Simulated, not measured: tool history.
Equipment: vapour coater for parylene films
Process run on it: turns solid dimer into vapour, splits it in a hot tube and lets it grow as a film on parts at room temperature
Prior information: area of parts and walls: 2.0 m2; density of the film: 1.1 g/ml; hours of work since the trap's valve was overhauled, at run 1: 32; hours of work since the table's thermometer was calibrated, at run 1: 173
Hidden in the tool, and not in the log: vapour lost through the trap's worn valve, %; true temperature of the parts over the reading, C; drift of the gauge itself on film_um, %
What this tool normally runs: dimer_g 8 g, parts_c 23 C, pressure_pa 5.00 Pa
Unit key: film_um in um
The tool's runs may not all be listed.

run	hour	dimer_g	parts_c	pressure_pa	hours of work since the trap's valve was overhauled	hours of work since the table's thermometer was calibrated	film_um
1	0.0	8	23	5.00	32	173	1.85
2	11.7	8	23	5.00	40	181	1.91
3	31.4	5	23	5.00	53	194	1.18
4	47.1	5	23	5.00	63	204	1.19
5	57.8	5	23	5.00	70	211	1.17
6	77.1	5	23	5.00	83	224	1.16
7	95.2	5	23	5.00	95	236	1.17
8	112.7	5	23	5.00	107	247	1.14
9	121.3	5	23	5.00	112	253	1.16
10	130.3	8	23	5.00	118	259	1.89
11	148.9	8	23	5.00	130	271	1.87
12	157.6	8	23	5.00	136	277	1.88
13	173.1	7	16	5.21	146	287	1.99
14	181.6	12	23	5.00	152	293	2.83
15	192.4	12	23	5.00	159	300	2.83
16	202.8	12	23	5.00	166	306	2.80
17	219.8	5	19	4.52	177	318	1.30
18	228.5	5	19	4.52	183	323	1.33
19	240.4	8	19	4.52	191	331	2.07
20	255.9	6	24	11.87	201	341	1.27
21	271.3	5	17	3.04	211	352	1.44
22	288.4	5	23	5.00	222	363	1.19
23	299.0	8	32	4.84	229	370	1.43

Predict each of these 4 candidate next runs independently; none follows another, all start after run 23:
A	307.9	8	27	5.00	235	376	?
B	307.9	8	33	2.61	235	376	?
C	307.9	4	26	7.91	235	376	?
D	307.9	8	32	3.44	235	376	?

run	film_um
A	1.68
B	1.54
C	0.84
D	1.56
With the hidden condition removed and each run's random variation left untouched, the same runs would have given:
run	film_um
A	1.69
B	1.54
C	0.85
D	1.57
